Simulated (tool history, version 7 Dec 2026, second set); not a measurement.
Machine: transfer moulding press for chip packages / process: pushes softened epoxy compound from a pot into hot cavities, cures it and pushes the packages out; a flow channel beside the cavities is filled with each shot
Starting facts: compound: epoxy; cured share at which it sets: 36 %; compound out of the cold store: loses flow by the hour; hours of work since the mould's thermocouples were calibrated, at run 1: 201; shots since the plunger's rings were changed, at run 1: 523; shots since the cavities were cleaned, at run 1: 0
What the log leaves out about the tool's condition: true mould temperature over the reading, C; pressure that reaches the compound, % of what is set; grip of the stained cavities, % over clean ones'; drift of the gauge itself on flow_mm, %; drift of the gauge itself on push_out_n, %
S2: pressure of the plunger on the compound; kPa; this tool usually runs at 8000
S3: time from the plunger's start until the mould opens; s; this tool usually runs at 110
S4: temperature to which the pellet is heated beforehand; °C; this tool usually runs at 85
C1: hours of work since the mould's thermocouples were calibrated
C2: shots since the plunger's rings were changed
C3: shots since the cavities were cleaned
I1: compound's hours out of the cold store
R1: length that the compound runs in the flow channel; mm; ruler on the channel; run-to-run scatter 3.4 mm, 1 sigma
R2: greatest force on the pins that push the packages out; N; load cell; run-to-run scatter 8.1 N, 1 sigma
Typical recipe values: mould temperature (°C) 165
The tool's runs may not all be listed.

Run 1, hour 0: usual settings; C1 201; C2 523; C3 0; I1 40.4. Result: R1 583 mm, R2 356 N.
Run 2, hour 64: usual settings; C1 237; C2 1100; C3 577; I1 13.1. Result: R1 659 mm, R2 542 N.
At hour 87.1: cavities cleaned with cleaning compound and waxed.
Run 3, hour 114.2: usual settings; C1 265; C2 1540; C3 244; I1 23.1. Result: R1 623 mm, R2 443 N.
At hour 176.7: cavities cleaned with cleaning compound and waxed.
Run 4, hour 188.6: usual settings but S2 6090 kPa; C1 307; C2 2197; C3 107; I1 44.5. Result: R1 479 mm, R2 374 N.
At hour 262.9: cavities cleaned with cleaning compound and waxed.
Run 5, hour 262.9: usual settings but S2 6090 kPa; C1 348; C2 2854; C3 0; I1 16.4. Result: R1 549 mm, R2 343 N.
Run 6, hour 342.9: usual settings but S2 6090 kPa, S4 92 °C; C1 394; C2 3576; C3 722; I1 33.8. Result: R1 497 mm, R2 556 N.
At hour 351: cavities cleaned with cleaning compound and waxed.
At hour 360.5: plunger's sealing rings changed.
Run 7, hour 409.1: usual settings but S3 100 s; C1 429; C2 439; C3 502; I1 15.6. Result: R1 660 mm, R2 594 N.
At hour 441.3: cavities cleaned with cleaning compound and waxed.
Run 8, hour 455.8: usual settings but S3 100 s; C1 455; C2 846; C3 130; I1 12.2. Result: R1 663 mm, R2 476 N.
Run 9, hour 499.4: usual settings but S3 100 s; C1 480; C2 1240; C3 524; I1 28.5. Result: R1 609 mm, R2 550 N.
At hour 530.1: cavities cleaned with cleaning compound and waxed.
At hour 555.8: mould's thermocouples calibrated.
Run 10, hour 582.8: usual settings but S3 100 s; C1 15; C2 1961; C3 458; I1 45.7. Result: R1 543 mm, R2 551 N.
At hour 618.6: cavities cleaned with cleaning compound and waxed.
Run 11, hour 675.8: usual settings but S3 100 s; C1 68; C2 2786; C3 517; I1 31.2. Result: R1 579 mm, R2 586 N.
At hour 708.3: cavities cleaned with cleaning compound and waxed.
Run 12, hour 723.8: usual settings but S3 100 s; C1 94; C2 3205; C3 139; I1 39. Result: R1 555 mm, R2 437 N.
Run 13, hour 766.2: usual settings but S3 100 s; C1 118; C2 3588; C3 522; I1 20.8. Result: R1 603 mm, R2 571 N.
At hour 779.7: plunger's sealing rings changed.
At hour 798.1: cavities cleaned with cleaning compound and waxed.
Run 14, hour 826: usual settings but mould temperature (°C) 170, S3 130 s; C1 150; C2 404; C3 251; I1 11.6. Result: R1 665 mm, R2 409 N.
Run 15, hour 870.8: usual settings but mould temperature (°C) 159, S2 8230 kPa, S3 131 s, S4 80 °C; C1 176; C2 808; C3 655; I1 9.3. Result: R1 706 mm, R2 587 N.
At hour 890.9: cavities cleaned with cleaning compound and waxed.
Run 16, hour 949.1: usual settings but mould temperature (°C) 159, S2 8230 kPa, S3 131 s, S4 80 °C; C1 220; C2 1501; C3 525; I1 23.4. Result: R1 641 mm, R2 571 N.
At hour 982.4: cavities cleaned with cleaning compound and waxed.
Run 17, hour 1027.8: usual settings but S2 7350 kPa; C1 264; C2 2197; C3 409; I1 27. Result: R1 577 mm, R2 516 N.
At hour 1071: cavities cleaned with cleaning compound and waxed.
Run 18, hour 1100: usual settings but mould temperature (°C) 164, S2 8780 kPa, S3 118 s, S4 81 °C; C1 304; C2 2835; C3 261; I1 23.9. Result: R1 635 mm, R2 436 N.
Run 19, hour 1151: usual settings but mould temperature (°C) 161, S2 8780 kPa, S3 107 s, S4 81 °C; C1 333; C2 3295; C3 721; I1 45.7. Result: R1 558 mm, R2 643 N.
At hour 1161.4: cavities cleaned with cleaning compound and waxed.
At hour 1199.4: plunger's sealing rings changed.
Run 20, hour 1215.1: usual settings but mould temperature (°C) 161, S2 8780 kPa, S3 107 s, S4 81 °C; C1 368; C2 143; C3 462; I1 36. Result: R1 635 mm, R2 627 N.
At hour 1252.8: cavities cleaned with cleaning compound and waxed.
Run 21, hour 1301.5: usual settings but mould temperature (°C) 158, S3 122 s; C1 416; C2 909; C3 440; I1 28.1. Result: R1 620 mm, R2 609 N.
At hour 1341.4: cavities cleaned with cleaning compound and waxed.
Run 22, hour 1356.2: usual settings but mould temperature (°C) 158, S2 6080 kPa, S3 136 s, S4 90 °C; C1 447; C2 1388; C3 133; I1 40.7. Result: R1 511 mm, R2 403 N.
At hour 1428.3: cavities cleaned with cleaning compound and waxed.
Run 23, hour 1428.3: usual settings but S2 9530 kPa; C1 487; C2 2025; C3 0; I1 25.6. Result: R1 658 mm, R2 367 N.
At hour 1472.9: mould's thermocouples calibrated.
Run 24, hour 1476.9: usual settings but mould temperature (°C) 159, S2 9700 kPa, S4 87 °C; C1 2; C2 2445; C3 420; I1 12.8. Result: R1 724 mm, R2 701 N.
At hour 1517.1: cavities cleaned with cleaning compound and waxed.
Run 25, hour 1543.5: usual settings but mould temperature (°C) 159, S2 9700 kPa, S4 87 °C; C1 40; C2 3033; C3 239; I1 39.6. Result: R1 616 mm, R2 571 N.
At hour 1605.5: cavities cleaned with cleaning compound and waxed.
At hour 1621: plunger's sealing rings changed.
Run 26, hour 1621: usual settings but S3 143 s; C1 81; C2 0; C3 118; I1 24.6. Result: R1 633 mm, R2 370 N.

Hidden state at the last listed run before each entry between runs and at the first one after, where it differs:
Runs 2 to 3: cavities cleaned with cleaning compound and waxed (hour 87.1)
  true mould temperature over the reading, C: 0.24 -> 0.29; pressure that reaches the compound, % of what is set: 95.32 -> 93.51; grip of the stained cavities, % over clean ones': 53.4 -> 27.2
  the result without the hidden state subtracted from the measured one, R1: -16 -> -22 mm; R2: +185 -> +92 N
Runs 3 to 4: cavities cleaned with cleaning compound and waxed (hour 176.7)
  true mould temperature over the reading, C: 0.29 -> 0.36; pressure that reaches the compound, % of what is set: 93.51 -> 90.95; grip of the stained cavities, % over clean ones': 27.2 -> 12.6
  the result without the hidden state subtracted from the measured one, R1: -22 -> -24 mm; R2: +92 -> +39 N
Runs 4 to 5: cavities cleaned with cleaning compound and waxed (hour 262.9)
  true mould temperature over the reading, C: 0.36 -> 0.44; pressure that reaches the compound, % of what is set: 90.95 -> 88.45; grip of the stained cavities, % over clean ones': 12.6 -> 1.4
  the result without the hidden state subtracted from the measured one, R1: -24 -> -35 mm; R2: +39 -> +0 N
Runs 6 to 7: cavities cleaned with cleaning compound and waxed (hour 351); plunger's sealing rings changed (hour 360.5)
  true mould temperature over the reading, C: 0.53 -> 0.6; pressure that reaches the compound, % of what is set: 85.61 -> 97.8; grip of the stained cavities, % over clean ones': 59 -> 48
  the result without the hidden state subtracted from the measured one, R1: -41 -> -9 mm; R2: +201 -> +181 N
Runs 7 to 8: cavities cleaned with cleaning compound and waxed (hour 441.3)
  true mould temperature over the reading, C: 0.6 -> 0.64; pressure that reaches the compound, % of what is set: 97.8 -> 96.22; grip of the stained cavities, % over clean ones': 48 -> 16.9
  the result without the hidden state subtracted from the measured one, R1: -9 -> -14 mm; R2: +181 -> +55 N
Runs 9 to 10: cavities cleaned with cleaning compound and waxed (hour 530.1); mould's thermocouples calibrated (hour 555.8)
  true mould temperature over the reading, C: 0.69 -> -0.11; pressure that reaches the compound, % of what is set: 94.6 -> 91.69; grip of the stained cavities, % over clean ones': 49.1 -> 45.5
  the result without the hidden state subtracted from the measured one, R1: -18 -> -24 mm; R2: +172 -> +172 N
Runs 10 to 11: cavities cleaned with cleaning compound and waxed (hour 618.6)
  true mould temperature over the reading, C: -0.11 -> -0.01; pressure that reaches the compound, % of what is set: 91.69 -> 88.52; grip of the stained cavities, % over clean ones': 45.5 -> 47.2
  the result without the hidden state subtracted from the measured one, R1: -24 -> -37 mm; R2: +172 -> +187 N
Runs 11 to 12: cavities cleaned with cleaning compound and waxed (hour 708.3)
  true mould temperature over the reading, C: -0.01 -> 0.04; pressure that reaches the compound, % of what is set: 88.52 -> 86.81; grip of the stained cavities, % over clean ones': 47.2 -> 17.4
  the result without the hidden state subtracted from the measured one, R1: -37 -> -40 mm; R2: +187 -> +64 N
Runs 13 to 14: plunger's sealing rings changed (hour 779.7); cavities cleaned with cleaning compound and waxed (hour 798.1)
  true mould temperature over the reading, C: 0.08 -> 0.15; pressure that reaches the compound, % of what is set: 85.14 -> 97.99; grip of the stained cavities, % over clean ones': 48.8 -> 28.4
  the result without the hidden state subtracted from the measured one, R1: -50 -> -7 mm; R2: +186 -> +90 N
Runs 15 to 16: cavities cleaned with cleaning compound and waxed (hour 890.9)
  true mould temperature over the reading, C: 0.19 -> 0.28; pressure that reaches the compound, % of what is set: 96.29 -> 93.52; grip of the stained cavities, % over clean ones': 56.6 -> 51
  the result without the hidden state subtracted from the measured one, R1: -14 -> -22 mm; R2: +211 -> +189 N
Runs 16 to 17: cavities cleaned with cleaning compound and waxed (hour 982.4)
  true mould temperature over the reading, C: 0.28 -> 0.36; pressure that reaches the compound, % of what is set: 93.52 -> 91; grip of the stained cavities, % over clean ones': 51 -> 42.6
  the result without the hidden state subtracted from the measured one, R1: -22 -> -29 mm; R2: +189 -> +150 N
Runs 17 to 18: cavities cleaned with cleaning compound and waxed (hour 1071)
  true mould temperature over the reading, C: 0.36 -> 0.44; pressure that reaches the compound, % of what is set: 91 -> 88.38; grip of the stained cavities, % over clean ones': 42.6 -> 28.9
  the result without the hidden state subtracted from the measured one, R1: -29 -> -41 mm; R2: +150 -> +95 N
Runs 19 to 20: cavities cleaned with cleaning compound and waxed (hour 1161.4); plunger's sealing rings changed (hour 1199.4)
  true mould temperature over the reading, C: 0.49 -> 0.55; pressure that reaches the compound, % of what is set: 86.63 -> 99.32; grip of the stained cavities, % over clean ones': 59.7 -> 46.8
  the result without the hidden state subtracted from the measured one, R1: -43 -> -4 mm; R2: +231 -> +187 N
Runs 20 to 21: cavities cleaned with cleaning compound and waxed (hour 1252.8)
  true mould temperature over the reading, C: 0.55 -> 0.63; pressure that reaches the compound, % of what is set: 99.32 -> 96.42; grip of the stained cavities, % over clean ones': 46.8 -> 42.4
  the result without the hidden state subtracted from the measured one, R1: -4 -> -13 mm; R2: +187 -> +167 N
Runs 21 to 22: cavities cleaned with cleaning compound and waxed (hour 1341.4)
  true mould temperature over the reading, C: 0.63 -> 0.69; pressure that reaches the compound, % of what is set: 96.42 -> 94.63; grip of the stained cavities, % over clean ones': 42.4 -> 14.6
  the result without the hidden state subtracted from the measured one, R1: -13 -> -15 mm; R2: +167 -> +44 N
Runs 22 to 23: cavities cleaned with cleaning compound and waxed (hour 1428.3)
  true mould temperature over the reading, C: 0.69 -> 0.77; pressure that reaches the compound, % of what is set: 94.63 -> 92.13; grip of the stained cavities, % over clean ones': 14.6 -> 1.1
  the result without the hidden state subtracted from the measured one, R1: -15 -> -29 mm; R2: +44 -> -4 N
Runs 23 to 24: mould's thermocouples calibrated (hour 1472.9)
  true mould temperature over the reading, C: 0.77 -> -0.08; pressure that reaches the compound, % of what is set: 92.13 -> 90.37; grip of the stained cavities, % over clean ones': 1.1 -> 42.5
  the result without the hidden state subtracted from the measured one, R1: -29 -> -37 mm; R2: -4 -> +211 N
Runs 24 to 25: cavities cleaned with cleaning compound and waxed (hour 1517.1)
  true mould temperature over the reading, C: -0.08 -> 0; pressure that reaches the compound, % of what is set: 90.37 -> 88; grip of the stained cavities, % over clean ones': 42.5 -> 26.1
  the result without the hidden state subtracted from the measured one, R1: -37 -> -41 mm; R2: +211 -> +118 N
Runs 25 to 26: cavities cleaned with cleaning compound and waxed (hour 1605.5); plunger's sealing rings changed (hour 1621)
  true mould temperature over the reading, C: 0 -> 0.08; pressure that reaches the compound, % of what is set: 88 -> 99.71; grip of the stained cavities, % over clean ones': 26.1 -> 15.2
  the result without the hidden state subtracted from the measured one, R1: -41 -> -1 mm; R2: +118 -> +48 N
